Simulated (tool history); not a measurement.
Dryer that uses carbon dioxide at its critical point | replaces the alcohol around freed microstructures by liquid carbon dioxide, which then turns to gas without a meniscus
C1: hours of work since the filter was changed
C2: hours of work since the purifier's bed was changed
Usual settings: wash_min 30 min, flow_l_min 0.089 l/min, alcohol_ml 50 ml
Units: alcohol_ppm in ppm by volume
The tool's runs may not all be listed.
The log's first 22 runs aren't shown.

Run 23, day 9.8: usual settings but wash_min 22 min, flow_l_min 0.0945 l/min; C1 144; C2 284. Result: alcohol_ppm 4428 ppm by volume.
Run 24, day 10.162: usual settings but flow_l_min 0.0754 l/min; C1 148; C2 289. Result: alcohol_ppm 3516 ppm by volume.
Run 25, day 10.579: usual settings but wash_min 38 min, flow_l_min 0.0928 l/min, alcohol_ml 109 ml; C1 153; C2 294. Result: alcohol_ppm 1161 ppm by volume.
Run 26, day 11.146: usual settings but wash_min 42 min, flow_l_min 0.0588 l/min, alcohol_ml 109 ml; C1 161; C2 301. Result: alcohol_ppm 5750 ppm by volume.
Run 27, day 11.65: usual settings but wash_min 42 min, flow_l_min 0.0588 l/min, alcohol_ml 109 ml; C1 167; C2 307. Result: alcohol_ppm 6173 ppm by volume.
Run 28, day 12.175: usual settings but wash_min 43 min, flow_l_min 0.0558 l/min, alcohol_ml 98 ml; C1 174; C2 314. Result: alcohol_ppm 6000 ppm by volume.
Run 29, day 12.55: usual settings but wash_min 45 min, flow_l_min 0.1063 l/min, alcohol_ml 48 ml; C1 178; C2 319. Result: alcohol_ppm 139 ppm by volume.
Run 30, day 13.062: usual settings but wash_min 45 min, flow_l_min 0.1063 l/min, alcohol_ml 48 ml; C1 185; C2 325. Result: alcohol_ppm 143 ppm by volume.
Run 31, day 13.533: usual settings but wash_min 26 min, flow_l_min 0.1458 l/min, alcohol_ml 21 ml; C1 191; C2 331. Result: alcohol_ppm 216 ppm by volume.
Run 32, day 13.812: usual settings but wash_min 29 min, alcohol_ml 100 ml; C1 194; C2 335. Result: alcohol_ppm 4751 ppm by volume.
Run 33, day 14.075: usual settings but flow_l_min 0.0853 l/min, alcohol_ml 66 ml; C1 198; C2 338. Result: alcohol_ppm 3197 ppm by volume.
Run 34, day 14.725: usual settings but flow_l_min 0.0853 l/min, alcohol_ml 66 ml; C1 206; C2 346. Result: alcohol_ppm 3248 ppm by volume.
Run 35, day 15.375: usual settings but flow_l_min 0.0853 l/min, alcohol_ml 66 ml; C1 214; C2 354. Result: alcohol_ppm 3393 ppm by volume.
At day 15.942: inlet filter changed.
Run 36, day 15.996: usual settings but wash_min 34 min, flow_l_min 0.0853 l/min, alcohol_ml 39 ml; C1 1; C2 362. Result: alcohol_ppm 814 ppm by volume.
Run 37, day 16.438: usual settings but wash_min 26 min, flow_l_min 0.1334 l/min, alcohol_ml 39 ml; C1 6; C2 367. Result: alcohol_ppm 361 ppm by volume.
Run 38, day 16.75: usual settings but wash_min 33 min, flow_l_min 0.1334 l/min, alcohol_ml 84 ml; C1 10; C2 371. Result: alcohol_ppm 202 ppm by volume.
Run 39, day 17.088: usual settings but wash_min 33 min, flow_l_min 0.1334 l/min, alcohol_ml 84 ml; C1 14; C2 375. Result: alcohol_ppm 222 ppm by volume.
Run 40, day 17.375: usual settings but wash_min 40 min, flow_l_min 0.0751 l/min, alcohol_ml 29 ml; C1 18; C2 379. Result: alcohol_ppm 555 ppm by volume.
Run 41, day 17.975: usual settings but wash_min 35 min; C1 26; C2 387. Result: alcohol_ppm 791 ppm by volume.
Run 42, day 18.258: usual settings but alcohol_ml 32 ml; C1 29; C2 390. Result: alcohol_ppm 982 ppm by volume.

3 ways to go on from here, each from the tool as it stands after run 42. What would each give?
Run A, day 18.833: usual settings but wash_min 38 min, flow_l_min 0.1154 l/min, alcohol_ml 27 ml; C1 36; C2 397. Result: alcohol_ppm ?.
Run B, day 18.833: usual settings but flow_l_min 0.0672 l/min, alcohol_ml 117 ml; C1 36; C2 397. Result: alcohol_ppm ?.
Run C, day 18.833: usual settings but alcohol_ml 20 ml; C1 36; C2 397. Result: alcohol_ppm ?.

run  alcohol_ppm
  A          127
  B         9853
  C          677
Without the tool's hidden state the same runs would have given:
run  alcohol_ppm
  A           52
  B         9242
  C          562
